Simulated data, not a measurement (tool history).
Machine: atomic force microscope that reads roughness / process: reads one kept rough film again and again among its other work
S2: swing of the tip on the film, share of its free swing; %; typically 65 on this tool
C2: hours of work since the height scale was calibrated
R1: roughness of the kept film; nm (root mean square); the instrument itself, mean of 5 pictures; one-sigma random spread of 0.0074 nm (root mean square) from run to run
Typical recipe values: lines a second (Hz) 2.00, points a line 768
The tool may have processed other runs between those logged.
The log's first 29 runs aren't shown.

{"run": 30, "hour": 1416.7, "lines a second (Hz)": 2.0, "S2": 73, "points a line": 586, "pictures with this tip": 56, "C2": 150, "R1": 1.467}
{"hour": 1438.4, "done": "height scale calibrated on a step standard, once more"}
{"hour": 1438.9, "done": "new tip fitted"}
{"run": 31, "hour": 1469.8, "lines a second (Hz)": 0.96, "S2": 73, "points a line": 793, "pictures with this tip": 31, "C2": 15, "R1": 1.612}
{"hour": 1513.0, "done": "new tip fitted"}
{"run": 32, "hour": 1537.2, "lines a second (Hz)": 0.69, "S2": 67, "points a line": 754, "pictures with this tip": 25, "C2": 49, "R1": 1.639}
{"hour": 1587.3, "done": "new tip fitted"}
{"run": 33, "hour": 1587.3, "lines a second (Hz)": 0.69, "S2": 67, "points a line": 754, "pictures with this tip": 0, "C2": 74, "R1": 1.695}
{"run": 34, "hour": 1619.7, "lines a second (Hz)": 0.69, "S2": 67, "points a line": 754, "pictures with this tip": 33, "C2": 90, "R1": 1.641}
{"hour": 1661.9, "done": "new tip fitted"}
{"run": 35, "hour": 1671.5, "lines a second (Hz)": 2.62, "S2": 58, "points a line": 768, "pictures with this tip": 10, "C2": 115, "R1": 1.624}
{"hour": 1734.4, "done": "new tip fitted"}
{"run": 36, "hour": 1734.4, "lines a second (Hz)": 1.3, "S2": 58, "points a line": 522, "pictures with this tip": 0, "C2": 147, "R1": 1.679}
{"run": 37, "hour": 1796.8, "lines a second (Hz)": 3.1, "S2": 71, "points a line": 387, "pictures with this tip": 64, "C2": 178, "R1": 1.449}
{"hour": 1806.2, "done": "new tip fitted"}
{"run": 38, "hour": 1842.5, "lines a second (Hz)": 2.0, "S2": 57, "points a line": 956, "pictures with this tip": 37, "C2": 200, "R1": 1.626}
{"hour": 1880.7, "done": "new tip fitted"}
{"run": 39, "hour": 1890.3, "lines a second (Hz)": 2.0, "S2": 65, "points a line": 566, "pictures with this tip": 10, "C2": 224, "R1": 1.611}
{"run": 40, "hour": 1944.3, "lines a second (Hz)": 1.2, "S2": 88, "points a line": 831, "pictures with this tip": 65, "C2": 251, "R1": 1.466}
{"hour": 1954.3, "done": "new tip fitted"}
{"run": 41, "hour": 1992.8, "lines a second (Hz)": 2.37, "S2": 75, "points a line": 877, "pictures with this tip": 39, "C2": 275, "R1": 1.503}
{"hour": 2029.4, "done": "new tip fitted"}
{"run": 42, "hour": 2031.7, "lines a second (Hz)": 2.37, "S2": 75, "points a line": 877, "pictures with this tip": 3, "C2": 294, "R1": 1.528}
{"run": 43, "hour": 2078.0, "lines a second (Hz)": 2.37, "S2": 75, "points a line": 877, "pictures with this tip": 50, "C2": 317, "R1": 1.472}
{"hour": 2101.9, "done": "new tip fitted"}
{"run": 44, "hour": 2134.5, "lines a second (Hz)": 2.37, "S2": 75, "points a line": 877, "pictures with this tip": 33, "C2": 345, "R1": 1.508}

Predict each of these 3 candidate next runs independently; none follows another, all start after run 44:
{"hour": 2176.7, "done": "new tip fitted"}
{"run": "A", "hour": 2193.5, "lines a second (Hz)": 3.63, "S2": 63, "points a line": 768, "pictures with this tip": 17, "C2": 374, "R1": "?"}
{"hour": 2176.7, "done": "new tip fitted"}
{"run": "B", "hour": 2193.5, "lines a second (Hz)": 3.77, "S2": 75, "points a line": 734, "pictures with this tip": 17, "C2": 374, "R1": "?"}
{"hour": 2176.7, "done": "new tip fitted"}
{"run": "C", "hour": 2193.5, "lines a second (Hz)": 1.65, "S2": 79, "points a line": 427, "pictures with this tip": 17, "C2": 374, "R1": "?"}

run=A R1=1.553
run=B R1=1.442
run=C R1=1.553
Take away the tool's hidden state, keep each run's random variation, and the runs would have read:
run=A R1=1.585
run=B R1=1.473
run=C R1=1.585
